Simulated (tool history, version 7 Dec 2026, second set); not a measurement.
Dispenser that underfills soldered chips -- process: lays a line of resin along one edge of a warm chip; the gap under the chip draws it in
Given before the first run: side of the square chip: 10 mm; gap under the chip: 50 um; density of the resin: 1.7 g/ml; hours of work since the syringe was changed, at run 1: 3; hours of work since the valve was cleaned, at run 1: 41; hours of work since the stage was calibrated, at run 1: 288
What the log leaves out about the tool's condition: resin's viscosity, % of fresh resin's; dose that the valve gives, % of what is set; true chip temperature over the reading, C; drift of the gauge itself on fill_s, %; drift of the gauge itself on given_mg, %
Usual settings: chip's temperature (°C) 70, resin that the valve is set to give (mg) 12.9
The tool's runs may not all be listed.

run  hour  chip's temperature (°C)  resin that the valve is set to give (mg)  hours of work since the syringe was changed  hours of work since the valve was cleaned  hours of work since the stage was calibrated  time until the resin shows at the far edge (s)  resin that the valve gave (mg)
  1   0.0                       70                                      12.9                                            3                                         41                                           288                                            99.4                           12.60
  2   7.7                       70                                      12.9                                            9                                         46                                           294                                           152.7                           12.69
     11.9  -- new syringe of resin
  3  13.4                       70                                      12.9                                            1                                         50                                           297                                            80.0                           12.64
  4  22.8                       70                                      12.9                                            7                                         56                                           304                                           137.9                           12.70
     28.5  -- new syringe of resin
  5  28.5                       70                                      12.9                                            0                                         60                                           307                                            71.6                           12.57
  6  40.9                       70                                      12.0                                            8                                         69                                           316                                           151.0                           11.60
     45.3  -- new syringe of resin
  7  47.8                       70                                      12.0                                            2                                         73                                           320                                            86.7                           11.68
  8  53.5                       70                                      12.0                                            6                                         77                                           324                                           123.2                           11.76
     61.9  -- new syringe of resin
  9  65.0                       70                                      12.9                                            2                                         85                                           332                                            88.1                           12.59
     69.4  -- stage's temperature calibrated
 10  76.3                       70                                      12.9                                            9                                         92                                             5                                           169.6                           12.49
     79.1  -- new syringe of resin
 11  82.3                       70                                      12.9                                            2                                         95                                             9                                            91.6                           12.45

Predict the results of run 12:
     84.2  -- dispensing valve cleaned and set on the balance
 12  91.2                       70                                      12.9                                            8                                          5                                            14                                               ?                               ?

{"run 12": {"time until the resin shows at the far edge (s)": 147.0, "resin that the valve gave (mg)": 12.94}}
If the tool had no hidden condition, the same run with the same run-to-run variation would have returned time until the resin shows at the far edge (s) 77.8, resin that the valve gave (mg) 12.98.
